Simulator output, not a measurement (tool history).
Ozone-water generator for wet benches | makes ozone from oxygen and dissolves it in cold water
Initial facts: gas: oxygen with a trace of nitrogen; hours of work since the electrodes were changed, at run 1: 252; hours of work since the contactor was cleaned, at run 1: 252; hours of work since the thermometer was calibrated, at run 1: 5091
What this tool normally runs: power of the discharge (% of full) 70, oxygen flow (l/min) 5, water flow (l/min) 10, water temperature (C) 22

run,hour,power of the discharge (% of full),oxygen flow (l/min),water flow (l/min),water temperature (C),hours of work since the electrodes were changed,hours of work since the contactor was cleaned,hours of work since the thermometer was calibrated,dissolved ozone (ppm),ozone in the gas ahead of the water (g/m3)
1,0,70,5,10,22,252,252,5091,29.1,227
2,48.6,70,5,10,22,285,285,5124,29,227.3
3,92.2,70,5,10,22,314,314,5153,29.2,226.9
4,152.5,70,5,10,22,355,355,5194,29.1,227.3
5,210.3,70,5,10,22,394,394,5233,29.3,229.1
6,245.7,70,5,10,22,418,418,5257,29.7,228
7,300.9,70,5,10,22,455,455,5294,29,227.1
8,339,70,5.98,10,22,481,481,5320,28.6,209.2
9,368.5,70,5,10,22,501,501,5340,29,227
# hour 374.3: water thermometer calibrated
10,398.6,70,5,10,22,521,521,16,29,226.1
11,449.9,70,5,10,22,555,555,51,28.9,225.1
# hour 481.3: water thermometer calibrated, once more
12,500.3,70,5,10,22,589,589,13,29.2,225.2
13,548.3,70,5,10,22,622,622,45,29.4,226.9
14,609,70,5,10,22,663,663,86,29.4,226.5
15,661.5,70,5,10,22,698,698,122,29.4,227.5
16,690.7,70,5,7,22,718,718,141,37.3,223.2
17,730.6,70,5,7,22,745,745,168,36.5,228.8
18,763.5,41,3.94,10,15,767,767,191,25,190.4
19,802.9,70,4.8,6,18,794,794,217,44,229.1
20,838.1,70,4.8,6,18,817,817,241,44,230.4
21,878.3,70,5,8,22,844,844,268,33.5,225.9
22,914.4,70,5,8,22,869,869,293,33.5,226.3
23,967.3,70,5,14,22,905,905,328,22,227.1
24,1020.6,61,4.75,10,15,941,941,364,30.5,213.8
25,1060,61,4.75,10,15,967,967,391,30.7,213.4
26,1111.4,61,6.63,12,21,1002,1002,426,23.5,184.7
27,1170.2,85,3.4,14,15,1042,1042,465,26.2,293.2
28,1224.9,74,3.36,6,25,1079,1079,502,39.9,274.6
29,1278.6,70,3.82,10,22,1115,1115,539,29,250.8
30,1334.4,70,3.82,10,22,1153,1153,576,29.2,251.2
31,1360.6,70,3.82,10,22,1170,1170,594,28.7,252.5
32,1409.4,70,5.21,12,22,1203,1203,627,25,218.1

How the hidden state differs across the entries between the runs, from the last listed run before each to the first after it:
In the gap between runs 9 and 10: water thermometer calibrated (hour 374.3)
  yield of the discharge, % of new electrodes': 99.5 -> 99.4; contactor's efficiency, % of a clean one's: 99.1 -> 99; true water temperature over the reading, C: 0.32 -> 0.41
  the result without the hidden state subtracted from the measured one, dissolved ozone (ppm): -0.5 -> -0.6; ozone in the gas ahead of the water (g/m3): -1.3 -> -1.3
In the gap between runs 11 and 12: water thermometer calibrated, once more (hour 481.3)
  yield of the discharge, % of new electrodes': 99.4 -> 99.3; contactor's efficiency, % of a clean one's: 99 -> 98.9; true water temperature over the reading, C: 0.42 -> -0.04
  the result without the hidden state subtracted from the measured one, dissolved ozone (ppm): -0.6 -> -0.3; ozone in the gas ahead of the water (g/m3): -1.5 -> -1.6
